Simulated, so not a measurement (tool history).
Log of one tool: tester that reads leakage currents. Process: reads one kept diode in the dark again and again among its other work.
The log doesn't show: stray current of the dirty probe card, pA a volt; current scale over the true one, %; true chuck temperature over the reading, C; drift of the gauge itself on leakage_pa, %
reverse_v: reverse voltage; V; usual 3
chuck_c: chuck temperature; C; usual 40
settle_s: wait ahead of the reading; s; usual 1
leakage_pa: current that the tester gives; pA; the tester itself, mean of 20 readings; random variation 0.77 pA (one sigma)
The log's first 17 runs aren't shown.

run    hour  reverse_v  chuck_c  settle_s  hours of work since the probe card was cleaned  hours of work since the tester was calibrated  hours of work since the chuck was calibrated  leakage_pa
 18  2797.4       1.98       40         1                                            1794                                            465                                          1917      210.62
 19  2916.2       1.98       40         1                                            1874                                            544                                          1997      209.04
 20  3122.6          3       40         1                                            2012                                            682                                          2135      244.04
 21  3245.3       1.51       40      7.45                                            2094                                            764                                          2217      187.43
 22  3407.6       1.51       53      7.45                                            2202                                            873                                          2326      450.62
     3501.5  -- chuck's temperature calibrated
 23  3574.9       1.69       42      0.61                                            2313                                            983                                            49      237.18
 24    3671       1.69       42      0.61                                            2377                                           1048                                           113      235.66
 25  3825.6       1.69       42      0.61                                            2481                                           1151                                           217      236.56
 26  4024.4       1.69       22      0.61                                            2614                                           1284                                           350        55.2
 27  4171.3       1.69       22      0.61                                            2712                                           1382                                           448       55.06
 28  4263.6          3       31         1                                            2774                                           1444                                           510      134.96
 29  4360.3          3       31         1                                            2838                                           1509                                           574      134.72
 30  4518.7       4.09       40      4.68                                            2944                                           1615                                           680      290.02
 31  4627.2          3       40      0.31                                            3017                                           1687                                           753      256.94
 32  4765.8          3       40      0.31                                            3109                                           1780                                           846       256.1
 33    4947       1.28       42      0.59                                            3231                                           1901                                           967      208.14
 34  5117.5       1.15       44      4.14                                            3345                                           2015                                          1081      228.59
 35  5217.8       1.15       44      4.14                                            3412                                           2082                                          1148      228.36

The next listed run, before its measurement:
 36  5420.8       3.59       28         1                                            3548                                           2218                                          1284           ?

{"run 36": {"leakage_pa": 116.22}}
Without the tool's hidden state the same run would have given leakage_pa 114.12 pA.

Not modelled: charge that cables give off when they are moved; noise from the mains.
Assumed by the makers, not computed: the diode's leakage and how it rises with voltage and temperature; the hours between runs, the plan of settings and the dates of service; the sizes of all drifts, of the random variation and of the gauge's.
